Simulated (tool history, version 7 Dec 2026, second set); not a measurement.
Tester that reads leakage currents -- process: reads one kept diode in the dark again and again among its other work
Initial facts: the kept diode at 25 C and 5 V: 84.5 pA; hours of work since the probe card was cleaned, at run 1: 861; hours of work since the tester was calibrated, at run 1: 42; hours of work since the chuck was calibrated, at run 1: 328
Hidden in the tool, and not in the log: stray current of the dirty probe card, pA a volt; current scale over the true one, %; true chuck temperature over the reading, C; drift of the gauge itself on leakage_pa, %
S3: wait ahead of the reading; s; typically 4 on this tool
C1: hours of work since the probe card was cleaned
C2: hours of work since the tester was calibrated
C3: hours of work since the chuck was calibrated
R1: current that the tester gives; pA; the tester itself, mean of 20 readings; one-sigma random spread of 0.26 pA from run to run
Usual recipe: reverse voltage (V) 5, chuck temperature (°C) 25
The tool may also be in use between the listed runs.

Run 1, day 0: usual settings; C1 861; C2 42; C3 328. Result: R1 84.75 pA.
Run 2, day 1.625: usual settings but reverse voltage (V) 6.49; C1 887; C2 67; C3 354. Result: R1 97.67 pA.
Run 3, day 3.304: usual settings but reverse voltage (V) 6.49; C1 913; C2 94; C3 381. Result: R1 97.97 pA.
Run 4, day 4.925: usual settings but reverse voltage (V) 3.13; C1 939; C2 120; C3 406. Result: R1 64.8 pA.
Run 5, day 6.504: usual settings; C1 964; C2 145; C3 431. Result: R1 84.87 pA.
Run 6, day 7.671: usual settings but reverse voltage (V) 8.41; C1 982; C2 163; C3 450. Result: R1 114.82 pA.
Run 7, day 8.992: usual settings but reverse voltage (V) 8.41; C1 1003; C2 184; C3 471. Result: R1 114.25 pA.
Run 8, day 10.104: usual settings but reverse voltage (V) 8.41; C1 1021; C2 201; C3 488. Result: R1 113.93 pA.
Run 9, day 11.496: usual settings but reverse voltage (V) 8.41; C1 1043; C2 223; C3 510. Result: R1 113.9 pA.
Run 10, day 13.362: usual settings; C1 1072; C2 253; C3 540. Result: R1 84.59 pA.
Run 11, day 14.946: usual settings; C1 1097; C2 278; C3 565. Result: R1 84.96 pA.
Run 12, day 16.042: usual settings but reverse voltage (V) 1.51; C1 1115; C2 295; C3 582. Result: R1 42.55 pA.
Run 13, day 17.6: usual settings; C1 1139; C2 320; C3 607. Result: R1 84.82 pA.
Run 14, day 18.667: usual settings; C1 1156; C2 337; C3 624. Result: R1 84.4 pA.
Run 15, day 20.267: usual settings; C1 1182; C2 362; C3 649. Result: R1 84.73 pA.
Run 16, day 21.542: usual settings but S3 0.62 s; C1 1202; C2 382; C3 669. Result: R1 85.09 pA.
Run 17, day 23.033: usual settings but S3 0.62 s; C1 1225; C2 406; C3 693. Result: R1 85.05 pA.
Run 18, day 24.433: usual settings but chuck temperature (°C) 35, S3 0.62 s; C1 1247; C2 428; C3 715. Result: R1 178.76 pA.
Run 19, day 25.325: usual settings but chuck temperature (°C) 35, S3 0.62 s; C1 1262; C2 442; C3 729. Result: R1 177.72 pA.
Run 20, day 26.958: usual settings but chuck temperature (°C) 38; C1 1287; C2 468; C3 755. Result: R1 220.64 pA.
Run 21, day 28.138: usual settings but reverse voltage (V) 2.73, chuck temperature (°C) 31, S3 0.65 s; C1 1306; C2 487; C3 773. Result: R1 94.33 pA.
Run 22, day 29.5: usual settings but reverse voltage (V) 9.18, chuck temperature (°C) 54, S3 2.85 s; C1 1328; C2 508; C3 795. Result: R1 915.29 pA.
Run 23, day 31.096: usual settings but reverse voltage (V) 3.09, chuck temperature (°C) 43, S3 2.85 s; C1 1353; C2 533; C3 820. Result: R1 237.07 pA.
Run 24, day 32.917: usual settings but reverse voltage (V) 2.65, chuck temperature (°C) 28; C1 1382; C2 562; C3 849. Result: R1 73.65 pA.
Run 25, day 34.079: usual settings but reverse voltage (V) 2.74, chuck temperature (°C) 28, S3 0.61 s; C1 1400; C2 581; C3 867. Result: R1 75.52 pA.
Run 26, day 35.621: usual settings but reverse voltage (V) 2.74, chuck temperature (°C) 57, S3 0.61 s; C1 1424; C2 605; C3 892. Result: R1 555.1 pA.
Run 27, day 36.812: usual settings but reverse voltage (V) 2.74, chuck temperature (°C) 57, S3 0.61 s; C1 1443; C2 624; C3 911. Result: R1 551.84 pA.
Run 28, day 37.933: usual settings but reverse voltage (V) 2.74, chuck temperature (°C) 57, S3 0.61 s; C1 1461; C2 642; C3 928. Result: R1 549.28 pA.
Run 29, day 39.283: usual settings but chuck temperature (°C) 49, S3 5.26 s; C1 1482; C2 663; C3 950. Result: R1 468.08 pA.
Run 30, day 40.458: usual settings but S3 2.71 s; C1 1501; C2 681; C3 968. Result: R1 84.57 pA.
Run 31, day 42.346: usual settings but reverse voltage (V) 2.82, chuck temperature (°C) 23, S3 0.43 s; C1 1531; C2 711; C3 998. Result: R1 52.76 pA.
Run 32, day 43.283: usual settings but reverse voltage (V) 2.82, chuck temperature (°C) 23, S3 0.43 s; C1 1546; C2 726; C3 1013. Result: R1 52.85 pA.
Run 33, day 44.888: usual settings but reverse voltage (V) 1.47, chuck temperature (°C) 59, S3 1.18 s; C1 1571; C2 751; C3 1038. Result: R1 438.94 pA.
At day 45.733: chuck's temperature calibrated.
Run 34, day 46.258: usual settings but chuck temperature (°C) 47, S3 0.43 s; C1 1591; C2 772; C3 8. Result: R1 409.15 pA.
Run 35, day 48.033: usual settings but chuck temperature (°C) 47, S3 0.43 s; C1 1619; C2 800; C3 36. Result: R1 411.06 pA.
Run 36, day 49.379: usual settings but chuck temperature (°C) 31, S3 0.43 s; C1 1641; C2 821; C3 58. Result: R1 133.63 pA.
Run 37, day 50.796: usual settings but chuck temperature (°C) 28, S3 1.01 s; C1 1663; C2 844; C3 80. Result: R1 106.36 pA.
Run 38, day 52.379: usual settings but reverse voltage (V) 6.19, S3 3.08 s; C1 1688; C2 869; C3 105. Result: R1 95.78 pA.
Run 39, day 54.138: usual settings but reverse voltage (V) 6.19, S3 3.08 s; C1 1716; C2 896; C3 133. Result: R1 95.72 pA.
Run 40, day 55.346: usual settings but reverse voltage (V) 8.67; C1 1735; C2 916; C3 152. Result: R1 117.24 pA.

How the hidden state differs across the entries between the runs, from the last listed run before each to the first after it:
Between runs 33 and 34: chuck's temperature calibrated (day 45.733)
  true chuck temperature over the reading, C: 0.01 -> 0
  what was measured, less what the result would be without the hidden state, R1: +0.27 -> +0.09 pA

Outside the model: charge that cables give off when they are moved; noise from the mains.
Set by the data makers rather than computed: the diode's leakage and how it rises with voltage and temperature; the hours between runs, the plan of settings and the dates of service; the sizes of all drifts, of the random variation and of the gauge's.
